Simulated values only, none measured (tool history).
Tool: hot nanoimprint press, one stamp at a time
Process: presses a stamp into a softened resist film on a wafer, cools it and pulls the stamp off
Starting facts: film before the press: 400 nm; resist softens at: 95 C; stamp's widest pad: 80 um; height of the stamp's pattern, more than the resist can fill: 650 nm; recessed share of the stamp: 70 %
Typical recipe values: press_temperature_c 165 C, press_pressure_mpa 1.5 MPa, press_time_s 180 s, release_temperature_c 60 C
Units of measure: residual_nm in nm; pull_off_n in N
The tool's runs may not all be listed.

run,hour,press_temperature_c,press_pressure_mpa,press_time_s,release_temperature_c,residual_nm,pull_off_n
1,0,165,1.5,180,60,206.5,201
# hour 47.2: press's hydraulic seals changed and the load cell set to zero
2,47.5,165,1.5,180,60,206.1,216
3,72.6,165,2.28,180,60,164.4,221
4,106.2,157,2.28,180,60,250.5,218
5,126.8,165,1.5,180,60,204.2,234
6,166.5,165,1.5,180,60,207.6,242
7,201.4,165,1.5,180,60,210.5,248
# hour 219.5: plate thermocouple calibrated
8,234.6,156,1.5,180,60,313.9,258
9,276,158,1.5,180,60,291.8,273
10,295.2,165,2.15,180,60,188.1,286
11,329.3,165,1.98,180,60,196.2,275
12,360,165,1.98,180,60,199.2,300
13,385,165,0.93,180,60,270.8,310
14,407.2,165,0.93,180,60,271.2,315
15,451.8,165,0.93,180,60,272.4,327
# hour 469.5: stamp cleaned and given a new release coat
# hour 495.4: plate thermocouple calibrated, once more
16,501.9,165,0.93,180,60,228.4,183
17,532.9,165,0.93,180,60,229.5,180
18,553.3,156,0.93,118,60,338.2,175
19,575,174,1.2,180,53,135.8,222
20,606.3,176,1.5,180,60,111,194
21,646.7,164,1.5,127,60,222.2,199
22,680.3,165,0.95,180,60,231.1,216
# hour 728.9: press's hydraulic seals changed and the load cell set to zero
23,732.4,157,1.91,180,60,248.8,218
24,770.6,157,1.91,180,60,245.6,228
25,792.3,165,1.33,154,60,212.1,242
26,825.3,154,1.5,216,60,293.8,235
27,849.4,154,1.5,216,60,296.3,250
28,873.7,154,1.22,216,62,311.6,238
29,908.6,160,1.5,180,59,243.3,271

Predict each of these 5 candidate next runs independently; none follows another, all start after run 29:
A,939.3,160,1.5,180,48,?,?
B,939.3,160,2.01,147,59,?,?
C,939.3,160,1.5,107,59,?,?
D,939.3,168,1.93,180,61,?,?
E,939.3,161,1.5,180,51,?,?

run,residual_nm,pull_off_n
A,246.6,360
B,233.3,272
C,279.2,277
D,150,263
E,233.6,341
The same runs, with their run-to-run variation unchanged, on a tool lacking any hidden condition would have given:
run,residual_nm,pull_off_n
A,234.9,227
B,221.7,170
C,268.3,173
D,141.7,164
E,222.2,214
